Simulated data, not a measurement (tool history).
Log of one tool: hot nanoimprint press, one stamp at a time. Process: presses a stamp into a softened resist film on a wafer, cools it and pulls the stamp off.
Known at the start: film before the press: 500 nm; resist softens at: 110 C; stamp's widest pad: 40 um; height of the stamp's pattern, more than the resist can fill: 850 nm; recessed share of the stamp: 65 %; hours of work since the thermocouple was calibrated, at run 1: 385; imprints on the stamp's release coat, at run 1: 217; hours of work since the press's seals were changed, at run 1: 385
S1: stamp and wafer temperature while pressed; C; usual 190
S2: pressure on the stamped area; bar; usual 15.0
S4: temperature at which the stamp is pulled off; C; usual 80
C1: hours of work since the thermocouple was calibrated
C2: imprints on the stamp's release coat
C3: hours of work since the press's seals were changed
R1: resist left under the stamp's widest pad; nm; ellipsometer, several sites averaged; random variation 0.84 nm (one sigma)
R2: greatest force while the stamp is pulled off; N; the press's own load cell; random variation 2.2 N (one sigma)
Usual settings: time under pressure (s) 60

Run 1, hour 0.0: usual settings; C1 385; C2 217; C3 385. Result: R1 198.2 nm, R2 130 N.
Run 2, hour 73.4: usual settings; C1 439; C2 542; C3 439. Result: R1 197.0 nm, R2 144 N.
At hour 104.2: stamp cleaned and given a new release coat.
Run 3, hour 142.7: usual settings; C1 485; C2 170; C3 485. Result: R1 194.5 nm, R2 129 N.
At hour 203.3: press's hydraulic seals changed and the load cell set to zero.
At hour 210.5: plate thermocouple calibrated.
Run 4, hour 234.8: usual settings; C1 18; C2 528; C3 21. Result: R1 187.4 nm, R2 134 N.
At hour 271.6: stamp cleaned and given a new release coat.
Run 5, hour 299.3: usual settings; C1 61; C2 123; C3 64. Result: R1 186.4 nm, R2 123 N.
Run 6, hour 362.6: usual settings; C1 107; C2 403; C3 110. Result: R1 186.6 nm, R2 130 N.
Run 7, hour 396.7: usual settings but S4 81 C; C1 132; C2 554; C3 135. Result: R1 184.7 nm, R2 132 N.
At hour 427.6: stamp cleaned and given a new release coat.
Run 8, hour 482.8: usual settings but S4 81 C; C1 190; C2 244; C3 193. Result: R1 184.1 nm, R2 123 N.
Run 9, hour 516.3: usual settings but S4 81 C; C1 215; C2 393; C3 218. Result: R1 184.3 nm, R2 123 N.
At hour 579.7: plate thermocouple calibrated, once more.
At hour 585.7: stamp cleaned and given a new release coat.
Run 10, hour 595.1: usual settings but S4 81 C; C1 7; C2 41; C3 269. Result: R1 205.6 nm, R2 123 N.
Run 11, hour 663.0: usual settings but S4 81 C; C1 56; C2 341; C3 319. Result: R1 206.0 nm, R2 130 N.
Run 12, hour 705.7: usual settings; C1 88; C2 530; C3 350. Result: R1 205.9 nm, R2 145 N.
At hour 739.2: stamp cleaned and given a new release coat.
Run 13, hour 748.9: usual settings; C1 115; C2 43; C3 377. Result: R1 204.1 nm, R2 123 N.
Run 14, hour 815.2: usual settings; C1 163; C2 336; C3 425. Result: R1 203.4 nm, R2 139 N.
Run 15, hour 880.4: usual settings but time under pressure (s) 75, S4 76 C; C1 211; C2 625; C3 473. Result: R1 184.2 nm, R2 167 N.
At hour 893.2: stamp cleaned and given a new release coat.
Run 16, hour 942.9: usual settings but time under pressure (s) 75, S4 76 C; C1 252; C2 219; C3 515. Result: R1 184.7 nm, R2 147 N.
At hour 962.1: press's hydraulic seals changed and the load cell set to zero.
Run 17, hour 1014.5: usual settings but S2 9.6 bar, time under pressure (s) 113; C1 299; C2 500; C3 38. Result: R1 189.7 nm, R2 140 N.
At hour 1058.5: stamp cleaned and given a new release coat.
Run 18, hour 1099.4: usual settings but S2 9.6 bar, time under pressure (s) 113; C1 357; C2 181; C3 96. Result: R1 188.5 nm, R2 130 N.
Run 19, hour 1179.7: usual settings but S2 11.8 bar, time under pressure (s) 31, S4 74 C; C1 415; C2 536; C3 155. Result: R1 276.3 nm, R2 158 N.
At hour 1215.4: stamp cleaned and given a new release coat.
Run 20, hour 1252.3: usual settings but S2 11.8 bar, time under pressure (s) 31, S4 74 C; C1 464; C2 163; C3 203. Result: R1 276.4 nm, R2 142 N.
Run 21, hour 1321.3: usual settings but S2 11.5 bar, S4 67 C; C1 514; C2 468; C3 254. Result: R1 217.8 nm, R2 184 N.
At hour 1341.7: plate thermocouple calibrated.
Run 22, hour 1364.6: usual settings but S2 14.1 bar, time under pressure (s) 62; C1 17; C2 646; C3 283. Result: R1 211.0 nm, R2 150 N.
At hour 1375.5: stamp cleaned and given a new release coat.
Run 23, hour 1405.4: usual settings but S1 184 C, S2 20.9 bar, time under pressure (s) 51, S4 84 C; C1 42; C2 132; C3 309. Result: R1 228.7 nm, R2 118 N.
Run 24, hour 1469.5: usual settings but S2 22.0 bar, time under pressure (s) 71, S4 75 C; C1 89; C2 416; C3 356. Result: R1 160.0 nm, R2 155 N.
At hour 1533.9: stamp cleaned and given a new release coat.
Run 25, hour 1544.5: usual settings but S1 197 C, S2 22.0 bar, time under pressure (s) 71, S4 75 C; C1 139; C2 47; C3 406. Result: R1 127.2 nm, R2 142 N.
Run 26, hour 1579.5: usual settings but time under pressure (s) 36; C1 165; C2 201; C3 432. Result: R1 247.5 nm, R2 135 N.
Run 27, hour 1657.8: usual settings but time under pressure (s) 36; C1 222; C2 548; C3 489. Result: R1 246.1 nm, R2 141 N.
At hour 1687.5: stamp cleaned and given a new release coat.
At hour 1720.3: press's hydraulic seals changed and the load cell set to zero.
Run 28, hour 1747.7: usual settings but time under pressure (s) 36; C1 278; C2 231; C3 20. Result: R1 241.6 nm, R2 128 N.

Hidden state or all else? Some run-to-run changes of R1, split into what the settings, what came in and random variation would give without the hidden state, and what is left for the hidden state (with any gauge scatter that isn't in both results):
The hidden state here: true temperature over the reading, C; pressure that arrives at the usual setting, %; grip of the stamp's worn release coat, % over a new coat's; drift of the gauge itself on residual_nm, %; drift of the gauge itself on pull_off_n, %.
Run 9 -> 10: plate thermocouple calibrated, once more, stamp cleaned and given a new release coat. R1 +21.3 nm: hidden state +23.1, all else -1.8.
Run 18 -> 19: S2 9.6 -> 11.8, time under pressure (s) 113 -> 31, S4 80 -> 74. R1 +87.8 nm: hidden state -3.0, all else +90.8.
Run 21 -> 22: S2 11.5 -> 14.1, time under pressure (s) 60 -> 62, S4 67 -> 80, plate thermocouple calibrated. R1 -6.8 nm: hidden state +14.0, all else -20.8.
Run 25 -> 26: S1 197 -> 190, S2 22.0 -> 15.0, time under pressure (s) 71 -> 36, S4 75 -> 80. R1 +120.3 nm: hidden state -2.3, all else +122.6.
